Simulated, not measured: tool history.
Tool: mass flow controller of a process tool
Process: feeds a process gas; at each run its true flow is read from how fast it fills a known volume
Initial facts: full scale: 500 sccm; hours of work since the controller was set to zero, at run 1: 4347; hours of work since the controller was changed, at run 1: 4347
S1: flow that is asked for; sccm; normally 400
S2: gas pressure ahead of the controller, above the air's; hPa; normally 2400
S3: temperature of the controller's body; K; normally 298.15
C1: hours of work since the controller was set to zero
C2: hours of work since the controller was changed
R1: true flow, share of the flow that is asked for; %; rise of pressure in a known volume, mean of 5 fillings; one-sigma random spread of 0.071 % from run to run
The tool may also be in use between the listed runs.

run,day,S1,S2,S3,C1,C2,R1
1,0.000,400,2400,298.15,4347,4347,99.66
2,12.112,400,2400,298.15,4473,4473,99.98
3,23.958,400,2530,298.15,4597,4597,100.12
4,34.925,400,2400,298.15,4711,4711,100.20
# day 40.254: controller's zero set anew
5,40.267,400,2400,300.15,0,4767,100.34
6,46.346,153,2400,298.15,63,4830,99.48
7,55.979,400,2400,298.15,164,4931,100.87
8,66.354,313,2400,298.15,272,5039,100.67
9,74.662,313,2400,298.15,359,5125,100.82
10,82.283,313,2400,298.15,438,5205,100.86
11,90.700,400,1580,298.15,526,5293,101.26
12,99.175,400,1580,298.15,614,5381,101.25
13,109.562,400,1580,298.15,723,5489,101.62
# day 113.575: gauge calibrated
14,117.908,400,1580,298.15,810,5576,99.57
15,127.667,400,1580,298.15,911,5678,99.72
16,132.779,220,2400,298.15,965,5731,99.37
17,143.742,220,2400,298.15,1079,5846,99.56
18,149.662,400,2400,298.15,1141,5907,100.55
19,157.842,270,1450,295.15,1226,5993,99.74
20,163.229,485,1450,310.15,1282,6049,99.57
21,174.862,485,1450,306.15,1403,6170,100.22
22,182.767,485,1450,306.15,1486,6252,100.33
23,190.158,76,2400,298.15,1563,6330,99.66
24,202.012,171,1550,298.15,1686,6453,99.99
25,208.917,263,1540,305.15,1758,6525,99.93
26,218.112,89,2320,302.15,1854,6621,99.79
27,229.671,180,1810,302.15,1975,6741,100.32
28,237.158,180,1810,300.15,2053,6820,100.75
29,243.821,267,1960,300.15,2122,6889,101.31
30,249.667,267,1960,300.15,2183,6950,101.36
31,259.408,300,1690,299.15,2285,7052,101.80
32,269.604,239,1690,309.15,2391,7158,100.69
# day 273.275: gauge calibrated
33,277.833,94,2400,306.15,2477,7244,97.75
34,284.679,160,1830,312.15,2548,7315,97.38
35,295.321,400,2380,311.15,2659,7426,99.05

Below are 5 alternative next runs, each starting from the tool's condition after run 35. Predict each:
A,302.321,56,1690,301.15,2732,7499,?
B,302.321,313,2450,302.15,2732,7499,?
C,302.321,75,2380,311.15,2732,7499,?
D,302.321,192,1580,298.15,2732,7499,?
E,302.321,497,2400,298.15,2732,7499,?

run,R1
A,98.02
B,99.57
C,97.50
D,98.98
E,100.88
With no hidden state in the tool, these same runs would have given:
run,R1
A,97.47
B,99.01
C,96.95
D,98.43
E,100.30
